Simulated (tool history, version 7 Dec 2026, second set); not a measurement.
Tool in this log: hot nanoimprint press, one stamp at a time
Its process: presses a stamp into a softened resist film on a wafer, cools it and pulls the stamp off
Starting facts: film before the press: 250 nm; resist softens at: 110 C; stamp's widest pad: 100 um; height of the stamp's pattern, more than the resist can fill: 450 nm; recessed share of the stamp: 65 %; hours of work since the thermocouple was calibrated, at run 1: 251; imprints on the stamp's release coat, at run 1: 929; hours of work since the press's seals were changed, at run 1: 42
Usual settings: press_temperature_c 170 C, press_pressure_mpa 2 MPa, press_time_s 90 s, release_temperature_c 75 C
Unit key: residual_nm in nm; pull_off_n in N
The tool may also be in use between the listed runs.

run,day,press_temperature_c,press_pressure_mpa,press_time_s,release_temperature_c,hours of work since the thermocouple was calibrated,imprints on the stamp's release coat,hours of work since the press's seals were changed,residual_nm,pull_off_n
1,0,170,2,90,75,251,929,42,87.8,115
2,1.217,170,2.98,90,75,273,1020,64,71,110
3,2.221,170,2.98,90,75,292,1095,83,70.2,107
4,3.217,170,2.98,90,75,310,1169,101,70.4,111
5,4.358,170,2.98,90,62,331,1255,122,70.2,121
6,5.15,172,2,90,75,345,1314,137,80.9,111
7,5.983,172,2,90,75,361,1376,152,80.9,116
8,7.117,172,2,90,75,382,1461,173,80.2,111
9,7.8,172,2,90,75,394,1512,186,80.1,113
# day 8.183: plate thermocouple calibrated
10,8.725,172,2,90,75,10,1572,200,80.9,111
11,9.371,172,1.84,90,75,22,1620,212,84,107
# day 10.3: stamp cleaned and given a new release coat
12,10.412,172,1.84,90,75,36,9,227,84.5,109
13,11.233,172,1.84,90,75,52,70,242,84.2,111
14,11.992,172,1.84,90,75,66,127,256,84.6,110
15,12.775,172,1.84,90,75,80,185,270,85.3,110
16,13.45,170,2,90,68,92,236,283,87.7,115
17,14.654,168,2.37,96,68,114,325,305,87.2,116
18,15.438,170,2.55,66,82,129,384,319,87.3,104
19,16.567,170,2.92,90,65,150,468,340,72.5,117
20,17.088,170,1.35,90,65,159,507,349,109.3,118
21,18.162,172,2.85,175,70,179,587,369,50.8,111
22,19.283,163,1.6,90,63,200,671,390,137,121
23,20.333,163,1.73,90,63,219,749,409,131.1,120
24,20.921,169,1.51,77,60,230,793,420,114.1,123
25,22.096,182,1.37,137,81,251,881,442,55.6,107
26,23.296,168,2,90,75,273,970,464,96.5,111
27,24.338,178,2,73,61,293,1048,483,66.7,117
28,25.071,170,2.48,90,78,306,1103,496,78.2,111
29,25.854,170,2,94,75,320,1161,511,87.3,112
30,26.842,170,2,94,75,339,1235,529,87.7,111

Consider 4 possible next runs. They are alternatives, not a sequence: every one starts from the tool as it was left by run 30. What does each give?
A,27.588,170,1.94,77,63,352,1291,543,?,?
B,27.588,170,2,158,70,352,1291,543,?,?
C,27.588,170,2,86,77,352,1291,543,?,?
D,27.588,170,3.17,157,70,352,1291,543,?,?

run,residual_nm,pull_off_n
A,95.8,121
B,71.4,118
C,90.2,110
D,54.9,115
The same runs, with their run-to-run variation unchanged, on a tool lacking any hidden condition would have given:
run,residual_nm,pull_off_n
A,95.8,120
B,71.3,117
C,90.1,109
D,54.9,114
